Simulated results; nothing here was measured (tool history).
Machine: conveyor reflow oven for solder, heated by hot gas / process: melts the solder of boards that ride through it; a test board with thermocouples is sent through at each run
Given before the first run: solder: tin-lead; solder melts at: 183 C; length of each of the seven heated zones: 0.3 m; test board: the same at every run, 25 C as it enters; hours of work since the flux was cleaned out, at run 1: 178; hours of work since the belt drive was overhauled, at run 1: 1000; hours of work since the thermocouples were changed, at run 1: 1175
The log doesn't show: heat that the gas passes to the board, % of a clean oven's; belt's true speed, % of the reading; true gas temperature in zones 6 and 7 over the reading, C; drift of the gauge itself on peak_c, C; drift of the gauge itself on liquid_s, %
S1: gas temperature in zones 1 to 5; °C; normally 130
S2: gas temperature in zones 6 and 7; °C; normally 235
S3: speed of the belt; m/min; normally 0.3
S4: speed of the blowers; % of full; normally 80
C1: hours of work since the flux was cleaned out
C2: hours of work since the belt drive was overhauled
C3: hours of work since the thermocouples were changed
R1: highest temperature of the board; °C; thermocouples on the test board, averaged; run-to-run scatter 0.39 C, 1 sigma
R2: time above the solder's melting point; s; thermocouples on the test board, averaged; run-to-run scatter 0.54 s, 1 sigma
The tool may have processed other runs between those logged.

run,hour,S1,S2,S3,S4,C1,C2,C3,R1,R2
1,0,130,235,0.3,80,178,1000,1175,223,94.7
2,25.4,130,235,0.3,80,197,1019,1194,223,94.9
3,52.4,130,235,0.3,80,217,1039,1214,223.6,93.8
4,79,130,235,0.3,80,237,1059,1234,223.3,93.7
5,102.4,130,235,0.3,80,255,1077,1252,222.7,93.4
6,133.4,131,249,0.3,55,278,1100,1275,227.7,97.9
7,167.1,131,249,0.3,55,303,1125,1300,228.2,98.4
8,188.5,131,249,0.3,70,319,1141,1316,232.9,103.5
9,221,121,250,0.322,51,343,1166,1340,221.8,78.8
# hour 227.7: flux residue cleaned out of gas plates and filters
10,242.5,130,235,0.268,63,11,1178,1353,223.6,107

Here are 5 independent what-if runs from the current tool condition. What would each one return?
A,259.4,130,235,0.271,80,24,1191,1365,?,?
B,259.4,122,223,0.268,63,24,1191,1365,?,?
C,259.4,122,233,0.268,65,24,1191,1365,?,?
D,259.4,135,235,0.262,65,24,1191,1365,?,?
E,259.4,128,233,0.3,51,24,1191,1365,?,?

run,R1,R2
A,228,109.9
B,212.1,86.9
C,222.6,100.2
D,225.9,114.3
E,213.8,79.5
Had the tool no hidden state, the same runs would have come out as:
run,R1,R2
A,224.3,105.2
B,208.5,80.3
C,219,94.7
D,222.3,109.2
E,210.4,73.5
